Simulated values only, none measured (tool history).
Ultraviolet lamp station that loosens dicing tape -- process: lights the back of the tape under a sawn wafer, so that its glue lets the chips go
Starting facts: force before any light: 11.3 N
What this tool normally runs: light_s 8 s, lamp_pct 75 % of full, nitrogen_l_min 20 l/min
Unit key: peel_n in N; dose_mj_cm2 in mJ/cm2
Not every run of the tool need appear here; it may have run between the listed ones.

run,hour,light_s,lamp_pct,nitrogen_l_min,peel_n,dose_mj_cm2
1,0,8,75,20,0.963,206
2,76.5,8,75,20,1.051,201
3,170.1,8,75,20,1.089,194
4,213.4,8,75,20,1.087,193
5,270.2,8,75,20,1.143,190
6,328.1,8,75,20,1.239,186
7,371,6,75,20,2.142,134
8,458.2,8,75,20,1.556,164
9,520.5,8,75,20,1.656,159
10,573,8,75,20,1.739,155
11,656,8,75,20,1.802,151
12,730.4,8,75,20,1.862,148
13,799.4,8,75,20,1.898,148
14,854.7,15,75,20,0.583,266
15,911.1,15,75,20,0.605,256
16,1007.7,15,75,20,0.317,360
17,1081.1,15,75,20,0.336,353
18,1174.9,8,75,20,1.267,179
19,1247.9,8,75,20,1.311,173
20,1342.5,8,75,20,1.437,173
21,1386.1,8,75,20,1.402,171
22,1467.5,4,75,7,5.774,82
23,1558,5,66,8,5.245,87
24,1616.8,5,66,8,5.227,85
25,1666.6,8,65,11,3.01,137
26,1733.3,8,65,11,3.065,131
27,1800.8,8,65,11,3.29,128
28,1842.9,8,75,35,1.027,171
29,1905.3,10,92,21,0.609,252
30,1970.9,10,92,21,0.636,247
31,2040.2,10,92,21,0.665,246
32,2094.4,10,92,21,0.709,239
33,2175.4,7,94,21,1.486,168
34,2242,7,94,21,1.459,161
35,2283.2,5,94,7,4.294,114
36,2359.3,4,77,17,4.852,70
37,2401.7,10,65,36,1.273,152
38,2460.2,6,62,13,4.694,87
39,2524.9,6,81,13,1.588,196
40,2584,6,81,13,1.623,190
41,2666.4,8,60,8,1.847,208
42,2761.1,9,74,21,0.493,285

Put back what was entered between runs (5 entries, withheld): which listed runs does each sit between, and how does the hidden state differ from the listed run before to the listed run after?
Runs 7 to 8: window cleaned of glue's vapour (hour 406.2)
  lamp's light, % of a new lamp's: 78.7 -> 77.7; light that the window lets through, % of a clean one's: 86.5 -> 77.2
  measured result minus the result with no hidden state, peel_n: +1.084 -> +1.007 N; dose_mj_cm2: -65 -> -109 mJ/cm2
Runs 15 to 16: window cleaned of glue's vapour, once more (hour 1003.3)
  lamp's light, % of a new lamp's: 72.8 -> 71.7; light that the window lets through, % of a clean one's: 70.2 -> 99
  measured result minus the result with no hidden state, peel_n: +0.367 -> +0.087 N; dose_mj_cm2: -248 -> -148 mJ/cm2
Runs 27 to 28: window cleaned of glue's vapour (hour 1819.8)
  lamp's light, % of a new lamp's: 63.1 -> 62.6; light that the window lets through, % of a clean one's: 86.2 -> 99.6
  measured result minus the result with no hidden state, peel_n: +2.052 -> +0.635 N; dose_mj_cm2: -107 -> -101 mJ/cm2
Runs 38 to 39: lamp changed (hour 2508.6)
  lamp's light, % of a new lamp's: 56 -> 98.2; light that the window lets through, % of a clean one's: 89.8 -> 88.7
  measured result minus the result with no hidden state, peel_n: +2.689 -> +0.366 N; dose_mj_cm2: -82 -> -28 mJ/cm2
Runs 40 to 41: window cleaned of glue's vapour (hour 2638.2)
  lamp's light, % of a new lamp's: 97.6 -> 96.7; light that the window lets through, % of a clean one's: 87.7 -> 99.4
  measured result minus the result with no hidden state, peel_n: +0.415 -> +0.122 N; dose_mj_cm2: -32 -> -8 mJ/cm2

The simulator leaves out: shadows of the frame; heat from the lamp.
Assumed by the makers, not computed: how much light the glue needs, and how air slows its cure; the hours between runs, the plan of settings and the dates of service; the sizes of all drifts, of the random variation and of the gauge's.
